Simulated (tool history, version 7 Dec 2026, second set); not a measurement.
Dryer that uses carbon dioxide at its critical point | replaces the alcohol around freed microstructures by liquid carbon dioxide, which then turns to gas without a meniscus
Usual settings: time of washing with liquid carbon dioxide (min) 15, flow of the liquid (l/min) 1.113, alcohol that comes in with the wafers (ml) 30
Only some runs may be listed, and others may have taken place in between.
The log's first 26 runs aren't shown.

run   hour  time of washing with liquid carbon dioxide (min)  flow of the liquid (l/min)  alcohol that comes in with the wafers (ml)  alcohol left in the vessel before it's heated (ppm by volume)
 27  696.7                                                15                        0.98                                          23                                                            145
 28  728.2                                                15                        0.98                                          23                                                            165
 29    755                                                15                       1.113                                          75                                                            175
 30  785.1                                                15                         1.6                                          30                                                            145
 31  823.3                                                14                        1.16                                          30                                                            167
 32  849.7                                                17                       1.113                                          30                                                            161
 33  876.7                                                17                       1.113                                          30                                                            162
 34    915                                                17                       1.113                                          30                                                            172

What if the next run were any one of these 5? Each begins from the tool's condition after run 34:
  A   944                                                15                        1.05                                          28                                                              ?
  B   944                                                13                           1                                         110                                                              ?
  C   944                                                15                        1.33                                          23                                                              ?
  D   944                                                15                        0.93                                          77                                                              ?
  E   944                                                13                        0.98                                          71                                                              ?

run  alcohol left in the vessel before it's heated (ppm by volume)
  A                                                            183
  B                                                            410
  C                                                            172
  D                                                            285
  E                                                            344
Without the tool's unlogged condition, the same runs would have read:
run  alcohol left in the vessel before it's heated (ppm by volume)
  A                                                              8
  B                                                            127
  C                                                              8
  D                                                             64
  E                                                             96

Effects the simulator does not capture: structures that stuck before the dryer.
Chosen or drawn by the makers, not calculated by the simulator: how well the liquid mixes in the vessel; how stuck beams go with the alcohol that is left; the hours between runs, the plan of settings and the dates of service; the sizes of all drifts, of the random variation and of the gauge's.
